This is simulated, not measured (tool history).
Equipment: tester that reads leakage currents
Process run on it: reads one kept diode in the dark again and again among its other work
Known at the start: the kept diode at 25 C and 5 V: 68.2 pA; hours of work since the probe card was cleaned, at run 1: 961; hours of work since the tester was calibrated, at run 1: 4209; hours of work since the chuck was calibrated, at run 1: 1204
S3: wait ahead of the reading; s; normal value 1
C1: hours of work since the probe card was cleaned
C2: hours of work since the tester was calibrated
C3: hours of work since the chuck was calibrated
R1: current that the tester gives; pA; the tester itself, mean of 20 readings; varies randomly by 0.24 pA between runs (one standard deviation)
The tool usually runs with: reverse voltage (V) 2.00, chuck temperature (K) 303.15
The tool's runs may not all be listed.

{"run": 1, "day": 0.0, "reverse voltage (V)": 2.0, "chuck temperature (K)": 303.15, "S3": 1, "C1": 961, "C2": 4209, "C3": 1204, "R1": 73.53}
{"run": 2, "day": 4.554, "reverse voltage (V)": 2.0, "chuck temperature (K)": 303.15, "S3": 1, "C1": 1025, "C2": 4272, "C3": 1268, "R1": 73.8}
{"run": 3, "day": 10.312, "reverse voltage (V)": 2.0, "chuck temperature (K)": 303.15, "S3": 1, "C1": 1105, "C2": 4353, "C3": 1349, "R1": 73.02}
{"run": 4, "day": 15.458, "reverse voltage (V)": 2.15, "chuck temperature (K)": 303.15, "S3": 1, "C1": 1177, "C2": 4425, "C3": 1421, "R1": 75.29}
{"run": 5, "day": 20.412, "reverse voltage (V)": 2.15, "chuck temperature (K)": 303.15, "S3": 1, "C1": 1247, "C2": 4494, "C3": 1490, "R1": 74.3}
{"day": 21.288, "done": "chuck's temperature calibrated"}
{"run": 6, "day": 25.379, "reverse voltage (V)": 2.0, "chuck temperature (K)": 303.15, "S3": 1, "C1": 1315, "C2": 4563, "C3": 57, "R1": 69.8}
{"run": 7, "day": 31.438, "reverse voltage (V)": 2.0, "chuck temperature (K)": 303.15, "S3": 1, "C1": 1400, "C2": 4647, "C3": 142, "R1": 69.34}
{"run": 8, "day": 36.079, "reverse voltage (V)": 2.0, "chuck temperature (K)": 303.15, "S3": 1, "C1": 1465, "C2": 4712, "C3": 207, "R1": 69.43}
{"day": 44.138, "done": "chuck's temperature calibrated, once more"}
{"run": 9, "day": 44.15, "reverse voltage (V)": 2.0, "chuck temperature (K)": 303.15, "S3": 1, "C1": 1576, "C2": 4824, "C3": 0, "R1": 83.47}
{"run": 10, "day": 53.325, "reverse voltage (V)": 2.0, "chuck temperature (K)": 303.15, "S3": 1, "C1": 1705, "C2": 4953, "C3": 129, "R1": 82.63}
{"day": 57.104, "done": "probe card cleaned and baked"}
{"run": 11, "day": 63.333, "reverse voltage (V)": 2.0, "chuck temperature (K)": 303.15, "S3": 1, "C1": 87, "C2": 5091, "C3": 267, "R1": 78.02}
{"run": 12, "day": 72.538, "reverse voltage (V)": 2.0, "chuck temperature (K)": 303.15, "S3": 1, "C1": 216, "C2": 5220, "C3": 396, "R1": 77.93}

Predict the results of run 13:
{"run": 13, "day": 77.883, "reverse voltage (V)": 2.0, "chuck temperature (K)": 303.15, "S3": 1, "C1": 291, "C2": 5295, "C3": 471, "R1": "?"}

Run 13 produced R1 77.16 pA.
On a tool with no hidden condition, and with the same random variation, this run would have come out at R1 76.47 pA.
